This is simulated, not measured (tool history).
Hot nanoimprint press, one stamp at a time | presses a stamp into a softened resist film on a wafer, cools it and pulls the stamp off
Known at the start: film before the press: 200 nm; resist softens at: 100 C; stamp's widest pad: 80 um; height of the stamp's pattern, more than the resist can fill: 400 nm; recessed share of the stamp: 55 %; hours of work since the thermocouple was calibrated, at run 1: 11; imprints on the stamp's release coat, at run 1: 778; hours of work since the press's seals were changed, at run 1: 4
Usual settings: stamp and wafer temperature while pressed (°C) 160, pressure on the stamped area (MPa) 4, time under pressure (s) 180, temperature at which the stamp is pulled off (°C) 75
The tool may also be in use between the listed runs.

| run | hour | stamp and wafer temperature while pressed (°C) | pressure on the stamped area (MPa) | time under pressure (s) | temperature at which the stamp is pulled off (°C) | hours of work since the thermocouple was calibrated | imprints on the stamp's release coat | hours of work since the press's seals were changed | resist left under the stamp's widest pad (nm) | greatest force while the stamp is pulled off (N) |
|---|---|---|---|---|---|---|---|---|---|---|
| 1 | 0 | 160 | 4 | 180 | 75 | 11 | 778 | 4 | 91.4 | 163 |
| 2 | 6.2 | 160 | 4 | 180 | 75 | 14 | 795 | 8 | 91.2 | 167 |
| 3 | 11 | 160 | 4 | 180 | 75 | 17 | 809 | 11 | 91.3 | 162 |
| 4 | 16.4 | 160 | 4 | 180 | 75 | 21 | 824 | 14 | 91.2 | 166 |
| 5 | 23 | 160 | 4 | 180 | 75 | 25 | 843 | 18 | 90.6 | 170 |
| 6 | 30.8 | 160 | 4 | 180 | 74 | 30 | 865 | 23 | 91.4 | 174 |
| 7 | 38.2 | 160 | 4 | 180 | 74 | 34 | 886 | 28 | 90.8 | 171 |
| 8 | 45.6 | 152 | 4 | 180 | 75 | 39 | 907 | 32 | 124.1 | 171 |
| 9 | 54.5 | 152 | 4 | 180 | 75 | 44 | 932 | 38 | 124.2 | 173 |
| 10 | 59.5 | 160 | 3.14 | 180 | 78 | 47 | 947 | 41 | 101 | 161 |
| 11 | 66.8 | 160 | 3.14 | 180 | 78 | 52 | 967 | 45 | 100.6 | 166 |

Forecast run 12:
| 12 | 74.7 | 160 | 4 | 113 | 61 | 57 | 990 | 50 | ? | ? |

resist left under the stamp's widest pad (nm): 107
greatest force while the stamp is pulled off (N): 224
Without the tool's hidden state the same run would have given resist left under the stamp's widest pad (nm) 108.1, greatest force while the stamp is pulled off (N) 168.

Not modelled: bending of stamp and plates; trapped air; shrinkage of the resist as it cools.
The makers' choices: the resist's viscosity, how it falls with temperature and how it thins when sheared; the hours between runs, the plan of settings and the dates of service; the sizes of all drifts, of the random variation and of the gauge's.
